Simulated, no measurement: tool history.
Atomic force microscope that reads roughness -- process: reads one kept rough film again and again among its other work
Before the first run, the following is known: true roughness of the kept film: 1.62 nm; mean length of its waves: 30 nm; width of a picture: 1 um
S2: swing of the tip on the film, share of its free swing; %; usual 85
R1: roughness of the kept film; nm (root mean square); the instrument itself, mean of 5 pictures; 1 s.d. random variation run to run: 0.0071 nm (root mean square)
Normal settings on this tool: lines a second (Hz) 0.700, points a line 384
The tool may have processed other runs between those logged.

{"run": 1, "day": 0.0, "lines a second (Hz)": 0.7, "S2": 85, "points a line": 384, "R1": 1.473}
{"run": 2, "day": 0.625, "lines a second (Hz)": 0.7, "S2": 85, "points a line": 602, "R1": 1.492}
{"run": 3, "day": 1.171, "lines a second (Hz)": 0.7, "S2": 85, "points a line": 602, "R1": 1.481}
{"run": 4, "day": 1.829, "lines a second (Hz)": 0.7, "S2": 85, "points a line": 786, "R1": 1.489}
{"run": 5, "day": 2.683, "lines a second (Hz)": 0.7, "S2": 85, "points a line": 786, "R1": 1.482}
{"run": 6, "day": 3.333, "lines a second (Hz)": 0.7, "S2": 85, "points a line": 384, "R1": 1.473}
{"run": 7, "day": 3.783, "lines a second (Hz)": 0.7, "S2": 85, "points a line": 384, "R1": 1.481}
{"run": 8, "day": 4.475, "lines a second (Hz)": 0.7, "S2": 85, "points a line": 384, "R1": 1.48}
{"run": 9, "day": 4.958, "lines a second (Hz)": 0.7, "S2": 85, "points a line": 384, "R1": 1.473}
{"run": 10, "day": 5.583, "lines a second (Hz)": 0.7, "S2": 85, "points a line": 384, "R1": 1.47}
{"run": 11, "day": 6.096, "lines a second (Hz)": 0.7, "S2": 85, "points a line": 384, "R1": 1.48}
{"run": 12, "day": 6.9, "lines a second (Hz)": 0.7, "S2": 85, "points a line": 384, "R1": 1.479}
{"run": 13, "day": 7.412, "lines a second (Hz)": 0.7, "S2": 85, "points a line": 384, "R1": 1.483}
{"run": 14, "day": 8.233, "lines a second (Hz)": 0.7, "S2": 85, "points a line": 384, "R1": 1.477}
{"run": 15, "day": 8.779, "lines a second (Hz)": 0.7, "S2": 85, "points a line": 384, "R1": 1.467}
{"run": 16, "day": 9.492, "lines a second (Hz)": 0.7, "S2": 85, "points a line": 400, "R1": 1.471}
{"run": 17, "day": 9.888, "lines a second (Hz)": 0.7, "S2": 85, "points a line": 384, "R1": 1.466}
{"run": 18, "day": 10.438, "lines a second (Hz)": 0.7, "S2": 85, "points a line": 384, "R1": 1.484}
{"run": 19, "day": 10.938, "lines a second (Hz)": 0.7, "S2": 85, "points a line": 384, "R1": 1.47}
{"run": 20, "day": 11.525, "lines a second (Hz)": 0.7, "S2": 85, "points a line": 384, "R1": 1.479}
{"run": 21, "day": 12.0, "lines a second (Hz)": 0.7, "S2": 85, "points a line": 384, "R1": 1.469}
{"run": 22, "day": 12.867, "lines a second (Hz)": 0.7, "S2": 78, "points a line": 384, "R1": 1.491}
{"run": 23, "day": 13.454, "lines a second (Hz)": 0.7, "S2": 78, "points a line": 384, "R1": 1.496}
{"run": 24, "day": 13.988, "lines a second (Hz)": 0.7, "S2": 78, "points a line": 384, "R1": 1.496}
{"run": 25, "day": 14.796, "lines a second (Hz)": 3.993, "S2": 63, "points a line": 432, "R1": 1.429}
{"run": 26, "day": 15.267, "lines a second (Hz)": 3.939, "S2": 66, "points a line": 707, "R1": 1.427}
{"run": 27, "day": 15.946, "lines a second (Hz)": 0.7, "S2": 86, "points a line": 758, "R1": 1.482}
{"run": 28, "day": 16.354, "lines a second (Hz)": 3.546, "S2": 69, "points a line": 443, "R1": 1.391}
{"run": 29, "day": 17.038, "lines a second (Hz)": 0.7, "S2": 64, "points a line": 532, "R1": 1.525}
{"run": 30, "day": 17.433, "lines a second (Hz)": 1.38, "S2": 86, "points a line": 532, "R1": 1.4}
{"run": 31, "day": 18.367, "lines a second (Hz)": 0.764, "S2": 86, "points a line": 712, "R1": 1.469}
{"run": 32, "day": 19.067, "lines a second (Hz)": 0.764, "S2": 86, "points a line": 712, "R1": 1.48}
{"run": 33, "day": 19.471, "lines a second (Hz)": 0.764, "S2": 86, "points a line": 712, "R1": 1.466}
{"run": 34, "day": 20.346, "lines a second (Hz)": 0.7, "S2": 85, "points a line": 635, "R1": 1.494}
{"run": 35, "day": 20.888, "lines a second (Hz)": 0.7, "S2": 85, "points a line": 635, "R1": 1.488}
{"run": 36, "day": 21.375, "lines a second (Hz)": 0.616, "S2": 72, "points a line": 306, "R1": 1.505}
{"run": 37, "day": 21.929, "lines a second (Hz)": 0.59, "S2": 89, "points a line": 289, "R1": 1.468}
{"run": 38, "day": 22.642, "lines a second (Hz)": 0.7, "S2": 85, "points a line": 282, "R1": 1.467}
{"run": 39, "day": 23.204, "lines a second (Hz)": 0.7, "S2": 85, "points a line": 282, "R1": 1.465}
{"run": 40, "day": 23.829, "lines a second (Hz)": 3.464, "S2": 66, "points a line": 460, "R1": 1.412}
{"run": 41, "day": 24.471, "lines a second (Hz)": 0.528, "S2": 90, "points a line": 460, "R1": 1.487}
{"run": 42, "day": 25.158, "lines a second (Hz)": 0.808, "S2": 85, "points a line": 545, "R1": 1.459}
{"run": 43, "day": 25.646, "lines a second (Hz)": 0.697, "S2": 85, "points a line": 715, "R1": 1.472}
{"run": 44, "day": 26.088, "lines a second (Hz)": 2.236, "S2": 76, "points a line": 372, "R1": 1.399}
{"run": 45, "day": 26.554, "lines a second (Hz)": 2.236, "S2": 76, "points a line": 372, "R1": 1.395}
{"run": 46, "day": 27.4, "lines a second (Hz)": 0.532, "S2": 75, "points a line": 384, "R1": 1.523}
{"run": 47, "day": 28.058, "lines a second (Hz)": 0.599, "S2": 77, "points a line": 727, "R1": 1.503}
{"run": 48, "day": 28.917, "lines a second (Hz)": 0.91, "S2": 85, "points a line": 355, "R1": 1.448}

Taken out of this log: 4 entries between the listed runs. Where each belongs, and how the hidden state differs across it:
After run 5, before run 6: new tip fitted (day 3.050)
  radius of the tip, nm: 5.4 -> 5
After run 18, before run 19: new tip fitted (day 10.658)
  radius of the tip, nm: 5.5 -> 5
After run 30, before run 31: new tip fitted (day 18.262)
  radius of the tip, nm: 5.4 -> 5
After run 43, before run 44: new tip fitted (day 25.871)
  radius of the tip, nm: 5.5 -> 5

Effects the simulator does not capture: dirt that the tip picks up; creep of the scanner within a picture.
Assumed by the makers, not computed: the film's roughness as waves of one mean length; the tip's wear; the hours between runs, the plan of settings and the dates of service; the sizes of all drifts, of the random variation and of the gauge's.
